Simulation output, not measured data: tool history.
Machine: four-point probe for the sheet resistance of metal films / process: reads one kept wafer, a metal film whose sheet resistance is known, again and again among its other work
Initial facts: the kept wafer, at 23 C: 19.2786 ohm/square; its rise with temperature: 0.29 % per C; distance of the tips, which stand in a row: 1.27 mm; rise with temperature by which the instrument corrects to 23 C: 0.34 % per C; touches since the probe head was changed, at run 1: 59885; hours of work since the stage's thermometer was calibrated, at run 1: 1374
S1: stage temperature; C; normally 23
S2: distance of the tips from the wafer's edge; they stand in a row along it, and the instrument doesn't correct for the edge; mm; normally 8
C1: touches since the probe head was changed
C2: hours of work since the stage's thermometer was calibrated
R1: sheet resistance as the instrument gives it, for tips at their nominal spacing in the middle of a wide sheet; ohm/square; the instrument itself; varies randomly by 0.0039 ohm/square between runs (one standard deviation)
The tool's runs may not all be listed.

run,hour,S1,S2,C1,C2,R1
1,0,23,8,59885,1374,19.663607
2,22.9,23,8,60964,1389,19.672374
3,72.3,23,8,63283,1422,19.679749
4,112.8,23,8,65190,1450,19.674846
5,152.4,23,8,67053,1476,19.681744
6,191.5,23,8,68890,1503,19.679824
7,221.6,23,8,70305,1523,19.677473
8,256.5,23,8,71947,1547,19.678558
9,285.4,23,8,73307,1566,19.686833
10,308,33,8,74370,1582,19.594567
11,331.4,20,14,75469,1597,19.541352
# hour 334.2: stage's thermometer calibrated
12,382,20,14,77825,32,19.550966
13,425.7,22,20,79882,62,19.497124
14,456,21,31,81306,82,19.480559
15,502,23,14,83469,113,19.534596
16,553.7,24,13,85897,148,19.533331
17,591.1,24,13,87658,174,19.542205
# hour 594: stage's thermometer calibrated, once more
18,617.4,29,4,88872,16,20.351985
19,660.4,27,16,90893,45,19.437737
20,697.4,26,25,92632,70,19.41773

What if the next run were any one of these 4? Each begins from the tool's condition after run 20:
A,719.1,24,25,93655,85,?
B,719.1,34,7,93655,85,?
C,719.1,26,3,93655,85,?
D,719.1,27,5,93655,85,?

run,R1
A,19.435685
B,19.654561
C,21.087186
D,20.028205
Without the tool's unlogged condition, the same runs would have read:
run,R1
A,19.297871
B,19.515539
C,20.938745
D,19.886596
